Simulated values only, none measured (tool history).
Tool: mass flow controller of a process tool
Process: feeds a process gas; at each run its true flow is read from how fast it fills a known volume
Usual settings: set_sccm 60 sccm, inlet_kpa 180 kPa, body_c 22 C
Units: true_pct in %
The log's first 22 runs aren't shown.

run,hour,set_sccm,inlet_kpa,body_c,true_pct
23,1237.3,60,222,22,96.00
24,1275.3,60,222,22,95.88
25,1324.0,26,154,35,93.49
26,1366.7,82,141,35,97.84
27,1401.8,24,221,24,92.05
28,1454.3,81,180,22,96.59
29,1490.7,81,180,22,96.60
30,1540.6,81,208,22,96.61
31,1600.5,26,213,30,92.69

Forecast run 32:
32,1640.7,60,155,22,?

true_pct: 95.66 %
Without the tool's hidden state the same run would have given true_pct 98.80 %.
